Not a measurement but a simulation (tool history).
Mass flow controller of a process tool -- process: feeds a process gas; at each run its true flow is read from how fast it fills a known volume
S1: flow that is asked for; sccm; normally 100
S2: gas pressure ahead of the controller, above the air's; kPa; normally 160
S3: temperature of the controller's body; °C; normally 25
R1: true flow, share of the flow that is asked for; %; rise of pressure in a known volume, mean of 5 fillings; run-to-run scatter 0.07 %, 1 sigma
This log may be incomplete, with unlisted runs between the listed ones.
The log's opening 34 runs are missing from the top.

run	hour	S1	S2	S3	R1
35	12590.4	43	160	24	98.26
36	12834.1	30	249	25	98.39
37	13069.9	43	160	25	98.09
38	13339.3	43	207	25	98.35
39	13812.7	43	207	25	98.26
40	14185	100	209	25	98.98
41	14513.9	42	276	33	97.91
42	14883.5	27	158	22	98.13
# hour 14989: controller's zero set anew
43	15342.9	92	257	25	98.95
44	15814.5	92	257	25	98.98
# hour 16246.1: controller exchanged for a calibrated one
45	16306.8	39	227	26	98.22
46	16538.8	39	227	26	98.3
47	16803	39	227	26	98.26

Alternative continuations, all from the tool just after run 47; predict every row:
A	17146.2	100	272	20	?
B	17146.2	100	160	39	?
C	17146.2	49	194	22	?
D	17146.2	39	227	29	?

run	R1
A	99.68
B	97.33
C	98.65
D	97.9
Stripped of hidden state, with their random variation kept, the same runs would have yielded:
run	R1
A	99.68
B	97.33
C	98.65
D	97.9
